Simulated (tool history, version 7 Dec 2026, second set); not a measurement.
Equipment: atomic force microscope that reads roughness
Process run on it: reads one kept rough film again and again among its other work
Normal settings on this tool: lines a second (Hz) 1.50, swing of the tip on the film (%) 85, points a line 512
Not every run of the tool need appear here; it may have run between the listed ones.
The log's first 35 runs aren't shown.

| run | hour | lines a second (Hz) | swing of the tip on the film (%) | points a line | pictures with this tip | hours of work since the height scale was calibrated | roughness of the kept film (nm (root mean square)) |
|---|---|---|---|---|---|---|---|
| 36 | 1143.1 | 0.52 | 73 | 278 | 94 | 61 | 1.958 |
| 37 | 1188.7 | 1.50 | 89 | 458 | 164 | 83 | 1.756 |
| 38 | 1225.4 | 2.97 | 85 | 588 | 220 | 101 | 1.628 |
|  | 1244.1 | new tip fitted |
| 39 | 1248.7 | 1.72 | 58 | 427 | 7 | 112 | 1.960 |
| 40 | 1271.5 | 1.50 | 73 | 393 | 41 | 123 | 1.900 |
| 41 | 1294.2 | 1.50 | 73 | 393 | 76 | 134 | 1.891 |
| 42 | 1324.3 | 1.50 | 73 | 393 | 122 | 148 | 1.890 |
| 43 | 1353.5 | 1.50 | 73 | 393 | 166 | 163 | 1.872 |
| 44 | 1377.6 | 1.50 | 55 | 367 | 203 | 174 | 1.904 |
| 45 | 1403.5 | 2.43 | 77 | 450 | 243 | 187 | 1.760 |
|  | 1407.4 | new tip fitted |
| 46 | 1430.0 | 2.43 | 77 | 450 | 34 | 199 | 1.800 |
| 47 | 1465.4 | 0.90 | 56 | 426 | 88 | 217 | 1.977 |
| 48 | 1509.5 | 3.35 | 85 | 263 | 156 | 238 | 1.590 |
| 49 | 1534.2 | 3.35 | 85 | 263 | 193 | 250 | 1.577 |
| 50 | 1563.7 | 1.50 | 73 | 952 | 238 | 264 | 1.847 |
|  | 1568.4 | new tip fitted |
| 51 | 1586.5 | 2.37 | 74 | 276 | 27 | 275 | 1.822 |
| 52 | 1617.0 | 2.37 | 74 | 276 | 74 | 290 | 1.828 |
| 53 | 1661.7 | 0.76 | 81 | 310 | 142 | 312 | 1.879 |

3 options for the next run, each taken on its own from the tool as it stands now. Forecast them:
| A | 1708.7 | 0.76 | 59 | 542 | 214 | 335 | ? |
| B | 1708.7 | 0.76 | 81 | 310 | 214 | 335 | ? |
| C | 1708.7 | 1.29 | 85 | 512 | 214 | 335 | ? |

| run | roughness of the kept film (nm (root mean square)) |
|---|---|
| A | 1.924 |
| B | 1.853 |
| C | 1.782 |
What these runs would have given with no unlogged condition in the tool:
| run | roughness of the kept film (nm (root mean square)) |
|---|---|
| A | 2.011 |
| B | 1.936 |
| C | 1.861 |
